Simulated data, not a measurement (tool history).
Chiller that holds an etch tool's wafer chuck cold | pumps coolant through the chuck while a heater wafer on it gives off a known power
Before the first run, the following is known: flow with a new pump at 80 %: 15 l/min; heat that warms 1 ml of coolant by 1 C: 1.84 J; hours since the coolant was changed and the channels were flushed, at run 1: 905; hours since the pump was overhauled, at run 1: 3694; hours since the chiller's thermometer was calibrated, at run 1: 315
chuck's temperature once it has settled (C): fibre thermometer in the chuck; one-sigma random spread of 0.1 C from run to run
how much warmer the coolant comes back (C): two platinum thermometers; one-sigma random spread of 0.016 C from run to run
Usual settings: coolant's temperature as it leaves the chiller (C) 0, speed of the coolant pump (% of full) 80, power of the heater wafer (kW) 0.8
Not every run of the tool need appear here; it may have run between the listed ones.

run,hour,coolant's temperature as it leaves the chiller (C),speed of the coolant pump (% of full),power of the heater wafer (kW),hours since the coolant was changed and the channels were flushed,hours since the pump was overhauled,hours since the chiller's thermometer was calibrated,chuck's temperature once it has settled (C),how much warmer the coolant comes back (C)
1,0,0,80,0.8,905,3694,315,8.3,1.9
2,59.2,0,80,0.8,965,3753,375,8.6,1.9
3,111.2,0,80,0.8,1017,3805,427,8.7,1.89
4,225.9,0,80,0.8,1131,3919,541,8.5,1.91
5,293.5,0,93,0.8,1199,3987,609,7.7,1.6
6,354.9,0,93,0.8,1260,4048,670,7.7,1.6
7,417.5,0,93,0.8,1323,4111,733,7.7,1.6
8,480.2,0,93,0.8,1386,4174,796,7.7,1.6
9,583.9,0,93,0.8,1489,4277,899,7.9,1.67
10,653.9,0,93,0.8,1559,4347,969,8,1.63
11,739,0,80,0.684,1644,4433,1055,7.6,1.61
# hour 748.1: chiller's thermometer calibrated
12,794.4,0,80,0.684,1699,4487,46,7.8,1.68
13,912.9,0,80,0.684,1817,4605,165,7.9,1.66
14,962.5,0,80,0.684,1867,4655,214,7.9,1.66
15,1063.2,8,80,0.8,1968,4756,315,17.4,1.97
# hour 1108: chiller's thermometer calibrated, once more
16,1130.1,8,80,0.8,2033,4822,22,17.2,1.93
17,1208,8,80,0.8,2111,4900,100,17.1,1.94
18,1286.4,-4,94,0.969,2190,4978,178,5.7,1.98
19,1351,-10,74,0.732,2254,5043,243,-0.8,1.96
20,1427.2,-10,70,0.818,2331,5119,319,1,2.33
# hour 1482.8: coolant pump overhauled
21,1482.8,-10,70,0.818,2381,0,370,-0.3,2.02
22,1577.5,-2,67,0.496,2476,95,465,4.3,1.34
23,1678.9,0,81,0.8,2577,196,566,8.6,1.7
24,1728.9,-2,69,0.86,2627,246,616,8.6,2.21
25,1846.9,0,96,0.452,2745,364,734,4.3,0.82
26,1905.3,0,89,0.607,2804,422,792,6.2,1.18
27,1970.7,0,89,0.607,2869,488,858,6.1,1.19
28,2061.3,-3,62,0.723,2960,578,948,7.3,2.12
29,2178.5,-3,62,0.723,3077,696,1066,7.4,2.13
30,2294.8,-3,62,0.723,3193,812,1182,7.5,2.12
31,2395.7,0,62,0.561,3294,913,1283,8.3,1.68
32,2453.9,0,74,0.822,3352,971,1341,10.4,2.01

Forecast each of these 4 alternatives for the next run:
A,2550.5,-2,67,0.822,3449,1068,1438,?,?
B,2550.5,0,80,0.59,3449,1068,1438,?,?
C,2550.5,0,92,0.822,3449,1068,1438,?,?
D,2550.5,0,80,0.859,3449,1068,1438,?,?

run,chuck's temperature once it has settled (C),how much warmer the coolant comes back (C)
A,9.3,2.25
B,7,1.3
C,8.5,1.52
D,10,1.95
What these runs would have given with no unlogged condition in the tool:
run,chuck's temperature once it has settled (C),how much warmer the coolant comes back (C)
A,6.9,2.2
B,5.5,1.27
C,6.7,1.49
D,7.9,1.91
